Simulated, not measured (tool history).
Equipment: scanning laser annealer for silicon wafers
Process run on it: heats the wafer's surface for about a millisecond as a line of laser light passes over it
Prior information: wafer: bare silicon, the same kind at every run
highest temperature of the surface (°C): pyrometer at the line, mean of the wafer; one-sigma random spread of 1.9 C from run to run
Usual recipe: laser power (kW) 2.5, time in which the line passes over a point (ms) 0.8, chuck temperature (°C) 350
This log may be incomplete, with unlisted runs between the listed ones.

run     day  laser power (kW)  time in which the line passes over a point (ms)  chuck temperature (°C)  highest temperature of the surface (°C)
  1       0               2.5                                              0.8                     350                                     1182
  2       2             2.177                                              0.8                     350                                     1079
  3     4.8             2.177                                              0.8                     350                                     1080
  4   6.333             2.177                                              0.8                     350                                     1078
  5   8.604             2.177                                              0.8                     350                                     1075
  6  10.583             2.177                                              0.8                     350                                     1077
     11.375  -- optics aligned, line set to its width
  7  13.038             2.177                                              0.8                     350                                     1076
  8  15.033             2.177                                              0.8                     350                                     1076
  9  16.592             2.177                                              0.8                     350                                     1073
 10  18.692             2.177                                              0.8                     350                                     1074
     19.367  -- window over the wafer cleaned
 11  20.617             2.177                                              0.8                     350                                     1068
 12  22.858             2.177                                              0.8                     350                                     1067
 13  24.267               2.5                                            0.948                     350                                     1235
 14  26.775               2.5                                              0.8                     350                                     1157
 15  29.429               2.5                                              0.8                     350                                     1155
 16  30.692               2.5                                              0.8                     350                                     1150
     32.967  -- window over the wafer cleaned, once more
 17  33.475               2.5                                            0.759                     350                                     1167
 18  36.162               2.5                                            0.759                     350                                     1159
 19  38.312               2.5                                            0.759                     350                                     1160
 20   40.45               2.5                                              0.8                     350                                     1180
 21  42.525             2.153                                              0.8                     350                                     1078
 22  44.658             2.153                                              0.8                     350                                     1071
 23  46.817               2.5                                            0.775                     317                                     1133
 24  48.192             2.621                                            0.646                     317                                     1086
 25  49.746             2.444                                             0.59                     317                                     1005
 26  51.738             2.444                                             0.59                     317                                     1003
 27  54.729             2.371                                            0.589                     323                                      987
 28  57.712             2.371                                            0.589                     323                                      987
 29  59.471               2.5                                            0.626                     366                                     1083
     60.446  -- window over the wafer cleaned
 30  61.325               2.5                                            0.626                     366                                     1100
 31  63.221             2.685                                            0.654                     384                                     1181
 32  65.671             2.313                                            0.624                     373                                     1050
 33  68.117             2.408                                              0.8                     328                                     1127
 34  69.317             2.408                                            0.664                     344                                     1069
 35  71.725               2.4                                            0.702                     348                                     1087
 36  74.479               2.4                                            0.882                     348                                     1182
 37  75.883               2.4                                            0.882                     348                                     1177
 38  77.271             2.574                                            0.882                     388                                     1269
 39  79.696             2.374                                            0.716                     342                                     1076
 40  81.417             2.359                                            0.563                     341                                      985
 41  83.046             2.359                                            0.563                     341                                      982

3 ways to go on from here, each from the tool as it stands after run 41. What would each give?
  A  85.712             2.508                                            0.563                     333                                        ?
  B  85.712             2.359                                            0.616                     341                                        ?
  C  85.712             2.529                                            0.771                     364                                        ?

run  highest temperature of the surface (°C)
  A                                     1007
  B                                     1013
  C                                     1168
Without the tool's hidden state the same runs would have given:
run  highest temperature of the surface (°C)
  A                                     1038
  B                                     1044
  C                                     1206
